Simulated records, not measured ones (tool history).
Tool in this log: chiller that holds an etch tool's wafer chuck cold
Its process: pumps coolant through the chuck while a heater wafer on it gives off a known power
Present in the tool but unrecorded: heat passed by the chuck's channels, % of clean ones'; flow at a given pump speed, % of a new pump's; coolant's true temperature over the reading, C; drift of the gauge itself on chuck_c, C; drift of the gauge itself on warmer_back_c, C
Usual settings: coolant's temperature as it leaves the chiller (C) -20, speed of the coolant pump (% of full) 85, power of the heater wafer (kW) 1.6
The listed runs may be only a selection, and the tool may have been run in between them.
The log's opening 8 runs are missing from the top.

run   hour  coolant's temperature as it leaves the chiller (C)  speed of the coolant pump (% of full)  power of the heater wafer (kW)  hours since the coolant was changed and the channels were flushed  hours since the pump was overhauled  hours since the chiller's thermometer was calibrated  chuck's temperature once it has settled (C)  how much warmer the coolant comes back (C)
  9  242.7                                                 -20                                     85                             1.6                                                               3604                                 1516                                                  1516                                         -3.1                                        4.17
 10  276.3                                                 -13                                     85                             1.6                                                               3638                                 1550                                                  1550                                          4.1                                        4.15
 11  295.4                                                 -20                                     67                             1.6                                                               3657                                 1569                                                  1569                                          1.9                                        5.35
 12  317.8                                                 -20                                     67                             1.6                                                               3679                                 1591                                                  1591                                          1.7                                        5.43
 13  345.5                                                 -20                                     85                             1.6                                                               3707                                 1619                                                  1619                                         -2.7                                        4.23
 14  369.5                                                 -20                                     85                             1.6                                                               3731                                 1643                                                  1643                                         -2.7                                        4.18
 15  390.5                                                 -20                                     87                             1.6                                                               3752                                 1664                                                  1664                                         -3.1                                        4.07
 16  421.2                                                 -20                                     87                             1.6                                                               3783                                 1694                                                  1694                                         -3.3                                        4.08
 17  447.3                                                 -20                                     85                             1.6                                                               3809                                 1721                                                  1721                                         -2.7                                        4.19
 18  478.1                                                 -20                                     95                           1.732                                                               3840                                 1751                                                  1751                                           -3                                        4.02
     486.9  -- coolant pump overhauled
 19  508.7                                                 -25                                     95                           1.728                                                               3865                                   22                                                  1777                                           -8                                        4.07
 20  531.1                                                 -24                                     77                           1.811                                                               3888                                   44                                                  1799                                         -2.2                                        5.29
 21  553.9                                                 -24                                     77                           1.811                                                               3910                                   67                                                  1822                                         -2.1                                        5.35
 22  596.3                                                 -24                                     77                           1.811                                                               3953                                  109                                                  1865                                         -1.9                                        5.33
 23  636.6                                                 -24                                     85                           1.218                                                               3993                                  150                                                  1905                                        -10.6                                        3.23
 24  669.1                                                 -22                                     85                           2.278                                                               4026                                  182                                                  1937                                          3.4                                        6.03
 25  694.6                                                 -22                                     95                           2.278                                                               4051                                  208                                                  1963                                          0.7                                        5.36
 26  735.2                                                 -19                                     82                           2.278                                                               4092                                  248                                                  2003                                          7.4                                        6.27
     752.7  -- coolant pump overhauled, once more
 27  777.4                                                 -19                                     82                           2.278                                                               4129                                   25                                                  2041                                          6.8                                        6.11
 28  819.9                                                 -19                                     82                           2.278                                                               4171                                   67                                                  2083                                          6.8                                        6.15
 29    848                                                 -19                                     82                           2.278                                                               4199                                   95                                                  2111                                          6.7                                        6.07
 30  871.8                                                 -17                                     85                             1.6                                                               4223                                  119                                                  2135                                          0.5                                        4.17
 31  893.4                                                 -17                                     85                             1.6                                                               4245                                  141                                                  2157                                          0.5                                        4.11
 32  939.3                                                 -17                                     85                             1.6                                                               4291                                  187                                                  2203                                          0.5                                        4.18

Each row is a separate what-if for the run after 32, all from the same tool condition, not one after another. Results?
  A  973.5                                                 -25                                     93                           1.897                                                               4325                                  221                                                  2237                                            ?                                           ?
  B  973.5                                                 -17                                     99                             1.6                                                               4325                                  221                                                  2237                                            ?                                           ?
  C  973.5                                                 -27                                     72                           1.142                                                               4325                                  221                                                  2237                                            ?                                           ?

run  chuck's temperature once it has settled (C)  how much warmer the coolant comes back (C)
  A                                         -5.9                                        4.42
  B                                           -2                                        3.54
  C                                        -12.3                                        3.57
Without the tool's hidden state the same runs would have given:
run  chuck's temperature once it has settled (C)  how much warmer the coolant comes back (C)
  A                                         -8.4                                         4.4
  B                                         -3.9                                        3.52
  C                                        -14.1                                        3.55

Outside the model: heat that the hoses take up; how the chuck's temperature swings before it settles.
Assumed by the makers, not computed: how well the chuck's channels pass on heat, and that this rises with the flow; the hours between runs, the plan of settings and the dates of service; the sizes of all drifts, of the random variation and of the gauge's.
